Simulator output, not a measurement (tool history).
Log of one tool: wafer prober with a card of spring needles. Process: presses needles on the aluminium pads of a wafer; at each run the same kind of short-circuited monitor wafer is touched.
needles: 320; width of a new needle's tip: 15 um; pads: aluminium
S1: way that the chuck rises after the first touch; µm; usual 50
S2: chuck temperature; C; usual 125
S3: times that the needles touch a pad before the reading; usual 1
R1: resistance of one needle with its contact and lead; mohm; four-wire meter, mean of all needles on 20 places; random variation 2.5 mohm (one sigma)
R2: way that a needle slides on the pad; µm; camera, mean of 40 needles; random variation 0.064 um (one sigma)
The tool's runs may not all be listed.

{"run": 1, "hour": 0.0, "S1": 50, "S2": 125, "S3": 1, "R1": 311, "R2": 10.44}
{"hour": 9.1, "done": "tips cleaned on abrasive film"}
{"hour": 19.8, "done": "tips cleaned on abrasive film"}
{"hour": 29.4, "done": "tips cleaned on abrasive film"}
{"run": 2, "hour": 29.4, "S1": 50, "S2": 125, "S3": 1, "R1": 285, "R2": 10.56}
{"hour": 38.6, "done": "tips cleaned on abrasive film"}
{"hour": 49.4, "done": "tips cleaned on abrasive film"}
{"run": 3, "hour": 55.5, "S1": 50, "S2": 125, "S3": 1, "R1": 344, "R2": 10.57}
{"hour": 60.1, "done": "tips cleaned on abrasive film"}
{"hour": 70.4, "done": "tips cleaned on abrasive film"}
{"hour": 81.0, "done": "tips cleaned on abrasive film"}
{"run": 4, "hour": 83.5, "S1": 50, "S2": 125, "S3": 1, "R1": 318, "R2": 10.44}
{"hour": 90.4, "done": "tips cleaned on abrasive film"}
{"hour": 100.4, "done": "tips cleaned on abrasive film"}
{"run": 5, "hour": 105.4, "S1": 50, "S2": 125, "S3": 1, "R1": 336, "R2": 10.48}
{"hour": 109.8, "done": "tips cleaned on abrasive film"}
{"hour": 112.4, "done": "height of the first contact set anew"}
{"hour": 119.3, "done": "tips cleaned on abrasive film"}
{"hour": 129.6, "done": "tips cleaned on abrasive film"}
{"run": 6, "hour": 132.5, "S1": 50, "S2": 125, "S3": 1, "R1": 323, "R2": 10.93}
{"hour": 138.9, "done": "tips cleaned on abrasive film"}
{"hour": 149.6, "done": "tips cleaned on abrasive film"}
{"hour": 161.0, "done": "tips cleaned on abrasive film"}
{"run": 7, "hour": 161.2, "S1": 50, "S2": 125, "S3": 1, "R1": 289, "R2": 10.97}
{"hour": 171.8, "done": "tips cleaned on abrasive film"}
{"hour": 181.9, "done": "tips cleaned on abrasive film"}
{"hour": 192.8, "done": "tips cleaned on abrasive film"}
{"run": 8, "hour": 197.1, "S1": 50, "S2": 125, "S3": 1, "R1": 337, "R2": 10.95}
{"hour": 203.0, "done": "tips cleaned on abrasive film"}
{"hour": 214.0, "done": "tips cleaned on abrasive film"}
{"run": 9, "hour": 220.6, "S1": 50, "S2": 125, "S3": 1, "R1": 339, "R2": 10.99}
{"hour": 225.2, "done": "tips cleaned on abrasive film"}
{"hour": 236.2, "done": "tips cleaned on abrasive film"}
{"hour": 247.2, "done": "tips cleaned on abrasive film"}
{"run": 10, "hour": 247.2, "S1": 46, "S2": 125, "S3": 1, "R1": 289, "R2": 10.04}
{"hour": 257.4, "done": "tips cleaned on abrasive film"}
{"hour": 267.9, "done": "tips cleaned on abrasive film"}
{"run": 11, "hour": 273.7, "S1": 50, "S2": 125, "S3": 1, "R1": 351, "R2": 10.84}
{"hour": 278.3, "done": "tips cleaned on abrasive film"}
{"hour": 288.2, "done": "tips cleaned on abrasive film"}
{"hour": 298.8, "done": "tips cleaned on abrasive film"}
{"run": 12, "hour": 301.6, "S1": 50, "S2": 125, "S3": 1, "R1": 311, "R2": 10.69}
{"hour": 308.4, "done": "tips cleaned on abrasive film"}
{"run": 13, "hour": 317.1, "S1": 41, "S2": 125, "S3": 1, "R1": 408, "R2": 8.85}
{"hour": 319.5, "done": "tips cleaned on abrasive film"}
{"hour": 330.0, "done": "tips cleaned on abrasive film"}
{"run": 14, "hour": 333.3, "S1": 41, "S2": 125, "S3": 1, "R1": 343, "R2": 8.87}
{"hour": 339.8, "done": "tips cleaned on abrasive film"}
{"hour": 349.2, "done": "tips cleaned on abrasive film"}
{"run": 15, "hour": 349.2, "S1": 34, "S2": 125, "S3": 1, "R1": 310, "R2": 7.27}
{"hour": 360.0, "done": "tips cleaned on abrasive film"}
{"hour": 371.2, "done": "tips cleaned on abrasive film"}
{"hour": 381.8, "done": "tips cleaned on abrasive film"}
{"run": 16, "hour": 382.4, "S1": 34, "S2": 125, "S3": 1, "R1": 315, "R2": 7.21}
{"hour": 392.2, "done": "tips cleaned on abrasive film"}
{"hour": 402.9, "done": "tips cleaned on abrasive film"}
{"run": 17, "hour": 403.6, "S1": 64, "S2": 28, "S3": 1, "R1": 273, "R2": 13.78}
{"hour": 413.8, "done": "tips cleaned on abrasive film"}
{"hour": 425.2, "done": "tips cleaned on abrasive film"}
{"run": 18, "hour": 427.1, "S1": 64, "S2": 28, "S3": 1, "R1": 280, "R2": 13.8}
{"hour": 436.3, "done": "tips cleaned on abrasive film"}
{"hour": 447.3, "done": "tips cleaned on abrasive film"}
{"run": 19, "hour": 455.0, "S1": 31, "S2": 96, "S3": 1, "R1": 494, "R2": 6.5}
{"hour": 457.4, "done": "tips cleaned on abrasive film"}
{"hour": 467.7, "done": "tips cleaned on abrasive film"}
{"hour": 477.8, "done": "tips cleaned on abrasive film"}
{"hour": 489.0, "done": "tips cleaned on abrasive film"}
{"run": 20, "hour": 493.1, "S1": 31, "S2": 96, "S3": 1, "R1": 411, "R2": 6.45}
{"hour": 500.0, "done": "tips cleaned on abrasive film"}
{"hour": 511.3, "done": "tips cleaned on abrasive film"}
{"run": 21, "hour": 513.0, "S1": 55, "S2": 96, "S3": 1, "R1": 301, "R2": 11.67}
{"hour": 520.8, "done": "tips cleaned on abrasive film"}
{"hour": 530.0, "done": "tips cleaned on abrasive film"}
{"run": 22, "hour": 535.7, "S1": 55, "S2": 96, "S3": 1, "R1": 325, "R2": 11.68}
{"hour": 540.3, "done": "tips cleaned on abrasive film"}
{"hour": 549.5, "done": "tips cleaned on abrasive film"}
{"run": 23, "hour": 557.8, "S1": 55, "S2": 96, "S3": 1, "R1": 352, "R2": 11.65}
{"hour": 560.1, "done": "tips cleaned on abrasive film"}
{"hour": 569.3, "done": "tips cleaned on abrasive film"}
{"hour": 578.5, "done": "tips cleaned on abrasive film"}
{"run": 24, "hour": 578.5, "S1": 55, "S2": 96, "S3": 1, "R1": 288, "R2": 11.68}
{"hour": 588.6, "done": "tips cleaned on abrasive film"}
{"hour": 598.8, "done": "tips cleaned on abrasive film"}
{"run": 25, "hour": 607.8, "S1": 56, "S2": 81, "S3": 2, "R1": 317, "R2": 11.71}
{"hour": 610.2, "done": "tips cleaned on abrasive film"}
{"hour": 621.3, "done": "tips cleaned on abrasive film"}
{"run": 26, "hour": 625.2, "S1": 50, "S2": 119, "S3": 1, "R1": 331, "R2": 10.46}
{"hour": 632.1, "done": "tips cleaned on abrasive film"}
{"hour": 641.2, "done": "tips cleaned on abrasive film"}
{"run": 27, "hour": 647.3, "S1": 50, "S2": 119, "S3": 1, "R1": 357, "R2": 10.54}
{"hour": 651.2, "done": "tips cleaned on abrasive film"}
{"hour": 657.0, "done": "height of the first contact set anew"}
{"hour": 661.1, "done": "tips cleaned on abrasive film"}
{"run": 28, "hour": 664.9, "S1": 50, "S2": 119, "S3": 1, "R1": 323, "R2": 10.95}
{"hour": 671.8, "done": "tips cleaned on abrasive film"}
{"hour": 683.0, "done": "tips cleaned on abrasive film"}
{"hour": 693.0, "done": "tips cleaned on abrasive film"}
{"hour": 702.6, "done": "tips cleaned on abrasive film"}
{"run": 29, "hour": 702.6, "S1": 50, "S2": 92, "S3": 1, "R1": 281, "R2": 10.9}

3 ways to go on from here, each from the tool as it stands after run 29. What would each give?
{"hour": 712.8, "done": "tips cleaned on abrasive film"}
{"run": "A", "hour": 718.9, "S1": 50, "S2": 113, "S3": 2, "R1": "?", "R2": "?"}
{"hour": 712.8, "done": "tips cleaned on abrasive film"}
{"run": "B", "hour": 718.9, "S1": 36, "S2": 103, "S3": 2, "R1": "?", "R2": "?"}
{"hour": 712.8, "done": "tips cleaned on abrasive film"}
{"run": "C", "hour": 718.9, "S1": 50, "S2": 107, "S3": 1, "R1": "?", "R2": "?"}

run=A R1=325 R2=10.94
run=B R1=357 R2=7.83
run=C R1=347 R2=11.06
Without the tool's hidden state the same runs would have given:
run=A R1=283 R2=10.99
run=B R1=282 R2=7.87
run=C R1=279 R2=11.10
